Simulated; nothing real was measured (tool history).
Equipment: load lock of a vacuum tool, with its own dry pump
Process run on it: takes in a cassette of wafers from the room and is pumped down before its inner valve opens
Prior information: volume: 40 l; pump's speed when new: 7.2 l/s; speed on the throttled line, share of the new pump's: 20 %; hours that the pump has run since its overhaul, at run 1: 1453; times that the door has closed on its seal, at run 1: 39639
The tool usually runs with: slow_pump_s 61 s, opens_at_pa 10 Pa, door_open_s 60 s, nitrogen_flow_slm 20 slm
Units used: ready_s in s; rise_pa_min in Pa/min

run    hour  slow_pump_s  opens_at_pa  door_open_s  nitrogen_flow_slm  hours that the pump has run since its overhaul  times that the door has closed on its seal  incoming humidity of the room's air, %  ready_s  rise_pa_min
  1       0           61           10           60                 20                                            1453                                       39639                                    46.4    100.7         0.13
  2   146.1           61           12           60                 20                                            1600                                       40350                                    48.4     99.6        0.133
  3   321.6           61           12           60                 20                                            1775                                       41203                                    44.7      100        0.144
  4   567.7           61           12           60                 20                                            2021                                       42400                                    44.4    100.1         0.15
  5   844.2           61           12           60                 20                                            2298                                       43744                                    47.9     99.9        0.158
  6  1024.4           61           12           60                 20                                            2478                                       44621                                    46.1     99.6        0.159
  7  1171.9           61           12           60                 20                                            2625                                       45338                                    43.6    100.5        0.156
  8  1359.3           61           12           60                 20                                            2813                                       46249                                    40.6    100.7        0.154
  9  1591.9           61           12           60                 20                                            3045                                       47381                                    45.9    100.8        0.168
 10  1889.4           61           12           60                 20                                            3343                                       48827                                      42    100.6        0.171
 11  2109.2           61           10           36                 20                                            3563                                       49896                                      45    102.1        0.165
 12  2390.9           61           10           36                 20                                            3844                                       51266                                    44.6    101.9        0.164
 13  2518.3           93           10          162                 20                                            3972                                       51886                                    47.1    128.2        0.236
 14  2668.1           93           10          162                 20                                            4122                                       52614                                    44.8    127.6        0.239
 15  2934.5           41            8          213                 11                                            4388                                       53910                                    48.4     88.3          0.3
 16  3094.5           79            8          213                 11                                            4548                                       54688                                      47    118.1        0.306
 17  3313.1           79            8          213                 11                                            4767                                       55751                                    44.7    117.5        0.302
 18  3596.2           92           19          146                 32                                            5050                                       57127                                    41.2    123.2        0.229
 19    3758           92           19          146                 33                                            5212                                       57914                                    43.4    123.8        0.242
       3959  -- door's seal changed, seat wiped
 20  4015.3           92           17          211                 33                                            5467                                         273                                    45.5    123.2        0.094
 21  4233.7           61           10           42                 14                                            5686                                        1335                                    48.3    103.7        0.042
 22  4427.3           61           10          214                  4                                            5879                                        2277                                    47.3    103.6        0.177
 23  4581.7           47           10          117                  9                                            6034                                        3028                                    44.4     91.8        0.095
 24  4760.3           49           16          120                  5                                            6212                                        3896                                    42.4     91.1        0.107

Subtracting, for every run, the result it would have given without the tool's unlogged condition from the measured result gives the following. The same run-to-run variation enters both numbers; the gauge's scatter may not:
The hidden state here: pump's speed, % of a new pump's; leak at the door's seal, Pa l/s; drift of the gauge itself on ready_s, %; drift of the gauge itself on rise_pa_min, %.
run  ready_s  rise_pa_min
  1     +0.7       +0.091
  2     +0.8       +0.091
  3     +0.8       +0.099
  4     +0.9       +0.104
  5     +1.1       +0.108
  6     +1.2       +0.113
  7     +1.3       +0.113
  8     +1.3        +0.12
  9     +1.5       +0.125
 10     +1.6       +0.128
 11     +1.8       +0.135
 12     +1.9        +0.14
 13     +1.7       +0.144
 14     +1.7       +0.146
 15     +2.6       +0.154
 16     +2.1       +0.161
 17     +2.2       +0.164
 18     +1.8        +0.17
 19       +2       +0.173
 20     +2.1       +0.001
 21     +2.9       +0.002
 22       +3       +0.003
 23     +3.2       +0.004
 24     +3.1       +0.006
